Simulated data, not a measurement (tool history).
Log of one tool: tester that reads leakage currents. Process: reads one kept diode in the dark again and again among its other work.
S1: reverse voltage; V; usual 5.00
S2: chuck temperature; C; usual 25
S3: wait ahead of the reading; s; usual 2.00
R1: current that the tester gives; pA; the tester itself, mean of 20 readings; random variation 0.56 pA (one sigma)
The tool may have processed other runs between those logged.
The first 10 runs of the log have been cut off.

run,day,S1,S2,S3,R1
11,18.833,5.00,25,2.00,186.43
12,20.967,5.00,25,2.00,186.04
13,22.512,5.00,43,2.00,816.60
14,24.350,5.00,25,2.00,187.14
15,25.546,5.00,25,2.00,186.82
16,27.821,5.00,25,2.00,185.96
17,29.646,5.00,25,2.00,186.32
18,31.825,5.00,25,4.10,186.65
19,33.533,2.31,25,4.10,126.33
20,35.292,5.00,44,3.32,880.58
21,36.862,1.42,24,2.36,90.32
22,38.433,5.00,35,2.32,431.71
23,40.200,6.60,25,3.46,214.35
24,42.308,6.60,37,3.46,585.07
25,43.629,5.00,30,1.41,286.82
26,46.096,1.31,54,7.08,944.66
27,47.942,18.17,21,1.03,255.45
28,50.108,8.96,29,0.96,355.04
29,51.525,8.96,29,0.96,353.80
30,53.325,8.96,29,0.96,354.21
31,54.629,1.29,37,0.70,256.09
32,57.208,10.68,25,0.80,276.74
33,58.458,14.26,49,0.80,2196.78
34,60.675,14.26,49,0.80,2178.14
35,62.396,10.55,27,4.98,323.31

Alternative continuations, all from the tool just after run 35; predict every row:
A,64.758,10.84,35,4.98,?
B,64.758,7.21,39,2.75,?
C,64.758,2.32,25,2.00,?
D,64.758,6.72,25,2.00,?

run,R1
A,638.35
B,713.42
C,126.52
D,216.38
Without the tool's unlogged condition, the same runs would have read:
run,R1
A,638.58
B,713.77
C,126.57
D,216.41
